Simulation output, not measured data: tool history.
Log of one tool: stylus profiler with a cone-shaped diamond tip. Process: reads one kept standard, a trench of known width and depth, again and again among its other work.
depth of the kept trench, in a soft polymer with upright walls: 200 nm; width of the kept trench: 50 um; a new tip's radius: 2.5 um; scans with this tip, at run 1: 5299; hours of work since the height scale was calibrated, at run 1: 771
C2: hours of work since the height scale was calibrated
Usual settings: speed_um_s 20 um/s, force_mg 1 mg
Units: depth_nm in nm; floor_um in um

Run 1, hour 0: usual settings; scans with this tip 5299; C2 771. Result: depth_nm 200.4 nm, floor_um 47.58 um.
Run 2, hour 82.3: usual settings; scans with this tip 5708; C2 830. Result: depth_nm 200.34 nm, floor_um 47.52 um.
Run 3, hour 168: usual settings; scans with this tip 6134; C2 892. Result: depth_nm 200.23 nm, floor_um 47.55 um.
Run 4, hour 228.7: usual settings; scans with this tip 6436; C2 936. Result: depth_nm 200.21 nm, floor_um 47.47 um.
Run 5, hour 279.6: usual settings; scans with this tip 6689; C2 973. Result: depth_nm 200.05 nm, floor_um 47.51 um.
Run 6, hour 352.2: usual settings; scans with this tip 7050; C2 1025. Result: depth_nm 200.19 nm, floor_um 47.5 um.
Run 7, hour 424.3: usual settings; scans with this tip 7408; C2 1077. Result: depth_nm 199.88 nm, floor_um 47.49 um.
Run 8, hour 517: usual settings; scans with this tip 7869; C2 1145. Result: depth_nm 200.02 nm, floor_um 47.45 um.
Run 9, hour 590: usual settings but speed_um_s 25 um/s, force_mg 0.44 mg; scans with this tip 8232; C2 1197. Result: depth_nm 199.42 nm, floor_um 47.26 um.
At hour 597.5: height scale calibrated on a step standard.
Run 10, hour 647.5: usual settings but speed_um_s 21 um/s; scans with this tip 8516; C2 36. Result: depth_nm 199.66 nm, floor_um 47.37 um.
Run 11, hour 725.2: usual settings but speed_um_s 35 um/s, force_mg 1.08 mg; scans with this tip 8902; C2 92. Result: depth_nm 199.52 nm, floor_um 47.32 um.
Run 12, hour 773.1: usual settings but speed_um_s 7 um/s, force_mg 2.96 mg; scans with this tip 9140; C2 127. Result: depth_nm 200.39 nm, floor_um 47.47 um.
Run 13, hour 834.4: usual settings but speed_um_s 9 um/s, force_mg 2.96 mg; scans with this tip 9445; C2 171. Result: depth_nm 200.43 nm, floor_um 47.52 um.

How the hidden state differs across the entries between the runs, from the last listed run before each to the first after it:
Between runs 9 and 10: height scale calibrated on a step standard (hour 597.5)
  radius of the tip, um: 3.69 -> 3.73; height scale over the true one, %: -0.554 -> -0.782
  measured less the result without the state, depth_nm: -1.11 -> -1.58 nm; floor_um: -0.44 -> -0.45 um
